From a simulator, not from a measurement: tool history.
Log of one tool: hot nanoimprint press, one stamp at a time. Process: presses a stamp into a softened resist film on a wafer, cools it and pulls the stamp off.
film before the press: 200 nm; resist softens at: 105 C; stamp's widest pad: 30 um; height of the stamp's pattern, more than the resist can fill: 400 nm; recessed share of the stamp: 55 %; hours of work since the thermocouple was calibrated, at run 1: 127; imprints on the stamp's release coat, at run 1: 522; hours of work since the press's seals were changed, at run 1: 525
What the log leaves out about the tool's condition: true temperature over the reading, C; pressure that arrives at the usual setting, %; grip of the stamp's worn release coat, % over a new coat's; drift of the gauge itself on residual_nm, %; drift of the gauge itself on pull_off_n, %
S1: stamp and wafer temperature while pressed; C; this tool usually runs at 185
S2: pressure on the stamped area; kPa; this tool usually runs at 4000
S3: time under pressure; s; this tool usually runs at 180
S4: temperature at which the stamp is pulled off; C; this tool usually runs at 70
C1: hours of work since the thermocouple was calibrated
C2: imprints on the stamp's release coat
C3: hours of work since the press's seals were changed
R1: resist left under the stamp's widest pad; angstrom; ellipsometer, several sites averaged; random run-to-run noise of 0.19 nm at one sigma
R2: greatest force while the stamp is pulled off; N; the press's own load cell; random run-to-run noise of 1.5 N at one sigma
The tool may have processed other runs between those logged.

{"run": 1, "day": 0.0, "S1": 185, "S2": 4000, "S3": 180, "S4": 70, "C1": 127, "C2": 522, "C3": 525, "R1": 1106, "R2": 109}
{"run": 2, "day": 2.104, "S1": 185, "S2": 4000, "S3": 180, "S4": 70, "C1": 153, "C2": 633, "C3": 552, "R1": 1113, "R2": 109}
{"run": 3, "day": 3.229, "S1": 185, "S2": 4000, "S3": 180, "S4": 70, "C1": 168, "C2": 692, "C3": 567, "R1": 1113, "R2": 107}
{"day": 3.921, "done": "press's hydraulic seals changed and the load cell set to zero"}
{"run": 4, "day": 6.096, "S1": 185, "S2": 4000, "S3": 180, "S4": 70, "C1": 200, "C2": 824, "C3": 28, "R1": 1097, "R2": 115}
{"run": 5, "day": 7.388, "S1": 185, "S2": 4000, "S3": 180, "S4": 70, "C1": 217, "C2": 892, "C3": 44, "R1": 1100, "R2": 117}
{"run": 6, "day": 8.55, "S1": 185, "S2": 4000, "S3": 180, "S4": 70, "C1": 231, "C2": 953, "C3": 59, "R1": 1101, "R2": 118}
{"run": 7, "day": 10.783, "S1": 185, "S2": 4000, "S3": 164, "S4": 70, "C1": 260, "C2": 1070, "C3": 87, "R1": 1141, "R2": 121}
{"run": 8, "day": 12.488, "S1": 185, "S2": 4000, "S3": 164, "S4": 70, "C1": 281, "C2": 1160, "C3": 109, "R1": 1142, "R2": 124}
{"day": 13.15, "done": "stamp cleaned and given a new release coat"}
{"run": 9, "day": 14.208, "S1": 185, "S2": 4000, "S3": 164, "S4": 70, "C1": 300, "C2": 56, "C3": 128, "R1": 1146, "R2": 96}
{"day": 14.871, "done": "plate thermocouple calibrated"}
{"run": 10, "day": 16.721, "S1": 185, "S2": 4000, "S3": 180, "S4": 70, "C1": 24, "C2": 181, "C3": 158, "R1": 1079, "R2": 100}
{"run": 11, "day": 18.938, "S1": 185, "S2": 4000, "S3": 180, "S4": 70, "C1": 52, "C2": 297, "C3": 186, "R1": 1078, "R2": 101}
{"run": 12, "day": 20.346, "S1": 185, "S2": 4000, "S3": 129, "S4": 70, "C1": 70, "C2": 371, "C3": 204, "R1": 1201, "R2": 102}
{"run": 13, "day": 22.517, "S1": 190, "S2": 4000, "S3": 129, "S4": 73, "C1": 97, "C2": 485, "C3": 232, "R1": 1010, "R2": 101}
{"run": 14, "day": 24.862, "S1": 173, "S2": 6270, "S3": 308, "S4": 63, "C1": 127, "C2": 608, "C3": 262, "R1": 1221, "R2": 120}
{"run": 15, "day": 27.312, "S1": 182, "S2": 4000, "S3": 148, "S4": 60, "C1": 158, "C2": 737, "C3": 293, "R1": 1292, "R2": 128}
{"run": 16, "day": 28.467, "S1": 185, "S2": 2620, "S3": 150, "S4": 70, "C1": 173, "C2": 797, "C3": 308, "R1": 1358, "R2": 115}
{"run": 17, "day": 30.008, "S1": 185, "S2": 2620, "S3": 150, "S4": 70, "C1": 193, "C2": 878, "C3": 327, "R1": 1364, "R2": 118}
{"run": 18, "day": 32.271, "S1": 197, "S2": 2620, "S3": 176, "S4": 69, "C1": 222, "C2": 997, "C3": 356, "R1": 867, "R2": 121}
{"run": 19, "day": 33.533, "S1": 175, "S2": 4390, "S3": 106, "S4": 69, "C1": 238, "C2": 1063, "C3": 372, "R1": 1645, "R2": 118}
{"run": 20, "day": 35.058, "S1": 196, "S2": 4390, "S3": 106, "S4": 69, "C1": 257, "C2": 1143, "C3": 392, "R1": 851, "R2": 122}
{"day": 35.996, "done": "stamp cleaned and given a new release coat"}
{"run": 21, "day": 36.779, "S1": 197, "S2": 5320, "S3": 251, "S4": 61, "C1": 276, "C2": 41, "C3": 410, "R1": 527, "R2": 106}
{"day": 39.317, "done": "plate thermocouple calibrated"}
{"run": 22, "day": 39.317, "S1": 195, "S2": 4000, "S3": 188, "S4": 70, "C1": 0, "C2": 167, "C3": 441, "R1": 722, "R2": 99}

Entry by entry between the runs, the difference in hidden state between the last listed run before and the first listed run after:
Runs 3 to 4: press's hydraulic seals changed and the load cell set to zero (day 3.921)
  true temperature over the reading, C: -0.67 -> -0.76; pressure that arrives at the usual setting, %: 96.65 -> 100.57; grip of the stamp's worn release coat, % over a new coat's: 17.2 -> 20.6
  measured value less the no-hidden-state value, R1: +43 -> +28 angstrom; R2: +16 -> +21 N
Runs 8 to 9: stamp cleaned and given a new release coat (day 13.150)
  true temperature over the reading, C: -0.97 -> -1.02; pressure that arrives at the usual setting, %: 100.1 -> 100; grip of the stamp's worn release coat, % over a new coat's: 29.5 -> 1.3
  measured value less the no-hidden-state value, R1: +39 -> +42 angstrom; R2: +30 -> +2 N
Runs 9 to 10: plate thermocouple calibrated (day 14.871)
  true temperature over the reading, C: -1.02 -> -0.16; pressure that arrives at the usual setting, %: 100 -> 99.84; grip of the stamp's worn release coat, % over a new coat's: 1.3 -> 4.4
  measured value less the no-hidden-state value, R1: +42 -> +7 angstrom; R2: +2 -> +5 N
Runs 20 to 21: stamp cleaned and given a new release coat (day 35.996)
  true temperature over the reading, C: -0.78 -> -0.83; pressure that arrives at the usual setting, %: 98.54 -> 98.43; grip of the stamp's worn release coat, % over a new coat's: 29 -> 1
  measured value less the no-hidden-state value, R1: +31 -> +23 angstrom; R2: +28 -> +2 N
Runs 21 to 22: plate thermocouple calibrated (day 39.317)
  true temperature over the reading, C: -0.83 -> 0.06; pressure that arrives at the usual setting, %: 98.43 -> 98.26; grip of the stamp's worn release coat, % over a new coat's: 1 -> 4
  measured value less the no-hidden-state value, R1: +23 -> +5 angstrom; R2: +2 -> +4 N

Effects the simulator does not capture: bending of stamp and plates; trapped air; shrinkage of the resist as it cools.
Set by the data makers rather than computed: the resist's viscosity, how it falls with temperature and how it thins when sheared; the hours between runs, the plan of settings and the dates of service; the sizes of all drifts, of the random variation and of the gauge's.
